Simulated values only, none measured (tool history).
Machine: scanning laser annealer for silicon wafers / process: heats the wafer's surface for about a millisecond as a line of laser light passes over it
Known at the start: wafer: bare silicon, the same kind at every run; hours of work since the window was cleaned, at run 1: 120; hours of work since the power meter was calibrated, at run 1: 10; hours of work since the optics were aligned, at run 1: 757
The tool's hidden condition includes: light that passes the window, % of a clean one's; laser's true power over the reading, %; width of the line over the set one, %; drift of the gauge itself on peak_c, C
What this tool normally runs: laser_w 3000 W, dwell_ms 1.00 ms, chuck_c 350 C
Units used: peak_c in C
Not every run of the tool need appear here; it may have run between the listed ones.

run   hour  laser_w  dwell_ms  chuck_c  hours of work since the window was cleaned  hours of work since the power meter was calibrated  hours of work since the optics were aligned  peak_c
  1    0.0     3000      1.00      350                                         120                                                  10                                          757    1044
  2    9.2     3000      1.00      350                                         126                                                  16                                          763    1044
  3   21.4     3000      1.00      350                                         134                                                  24                                          771    1041
  4   31.8     3000      1.00      350                                         141                                                  31                                          777    1042
  5   44.1     3000      1.00      350                                         149                                                  39                                          785    1040
  6   56.2     3000      1.00      350                                         157                                                  47                                          793    1041
  7   66.5     3000      1.00      350                                         163                                                  54                                          800    1039
      77.0  -- optics aligned, line set to its width
  8   79.7     3000      1.00      350                                         169                                                  59                                            2    1043
  9   89.2     3000      1.00      350                                         175                                                  65                                            8    1043
 10  103.2     3000      1.00      345                                         184                                                  74                                           17    1039
 11  111.0     2604      1.00      350                                         189                                                  79                                           22     948
 12  120.7     2604      1.00      350                                         195                                                  86                                           28     948
 13  130.2     2994      1.00      350                                         202                                                  92                                           35    1040
 14  138.7     2994      1.00      350                                         207                                                  97                                           40    1042
 15  154.8     3183      1.20      334                                         218                                                 108                                           51    1151
 16  166.3     2577      1.20      334                                         225                                                 115                                           58     994
 17  176.7     3136      1.14      361                                         232                                                 122                                           65    1140
 18  184.4     3000      1.08      350                                         237                                                 127                                           70    1074
 19  199.0     3000      0.78      350                                         246                                                 137                                           79     945
 20  208.8     2911      0.78      341                                         253                                                 143                                           86     922
 21  222.7     2971      1.24      345                                         262                                                 152                                           95    1117
 22  237.7     2971      1.24      345                                         272                                                 162                                          105    1117
 23  251.2     3265      1.24      390                                         280                                                 171                                          113    1235
 24  264.9     3265      1.24      390                                         289                                                 180                                          122    1239
 25  280.5     3000      1.00      325                                         299                                                 190                                          132    1011
 26  294.9     2737      0.87      378                                         309                                                 199                                          142     956

Table of differences, measured result less the result of that run with no hidden state. Run-to-run variation is the same in both. Gauge scatter possibly is not:
run  peak_c
  1     -12
  2     -12
  3     -12
  4     -13
  5     -13
  6     -14
  7     -14
  8     -11
  9     -11
 10     -11
 11     -11
 12     -10
 13     -13
 14     -13
 15     -16
 16     -13
 17     -16
 18     -15
 19     -13
 20     -13
 21     -18
 22     -19
 23     -21
 24     -21
 25     -18
 26     -15
